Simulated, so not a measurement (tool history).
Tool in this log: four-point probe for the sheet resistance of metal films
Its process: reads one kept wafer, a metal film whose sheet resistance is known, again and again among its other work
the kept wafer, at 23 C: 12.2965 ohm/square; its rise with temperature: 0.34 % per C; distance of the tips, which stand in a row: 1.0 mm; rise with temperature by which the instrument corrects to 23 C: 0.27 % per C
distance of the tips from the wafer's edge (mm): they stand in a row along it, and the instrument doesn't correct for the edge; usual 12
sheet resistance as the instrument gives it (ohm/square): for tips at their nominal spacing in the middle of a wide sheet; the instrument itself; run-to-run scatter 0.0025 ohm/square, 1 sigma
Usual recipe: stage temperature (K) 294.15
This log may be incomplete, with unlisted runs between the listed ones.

| run | hour | stage temperature (K) | distance of the tips from the wafer's edge (mm) | sheet resistance as the instrument gives it (ohm/square) |
|---|---|---|---|---|
| 1 | 0 | 294.15 | 12 | 12.346423 |
| 2 | 58.2 | 294.15 | 12 | 12.35011 |
| 3 | 188.9 | 294.15 | 12 | 12.341513 |
| 4 | 273.4 | 303.15 | 12 | 12.4097 |
| 5 | 336.9 | 303.15 | 12 | 12.416891 |
| 6 | 464.9 | 292.15 | 29 | 12.282699 |
| 7 | 550.9 | 299.15 | 5 | 12.591332 |
| 8 | 675.8 | 306.15 | 12 | 12.428339 |
| 9 | 801.1 | 306.15 | 12 | 12.42996 |

The next listed run, before its measurement:
| 10 | 858.5 | 306.15 | 12 | ? |

Run 10 measured sheet resistance as the instrument gives it (ohm/square) 12.428993.
Take away the tool's hidden state, keep the run-to-run variation as it was, and the same run would have given sheet resistance as the instrument gives it (ohm/square) 12.423868.
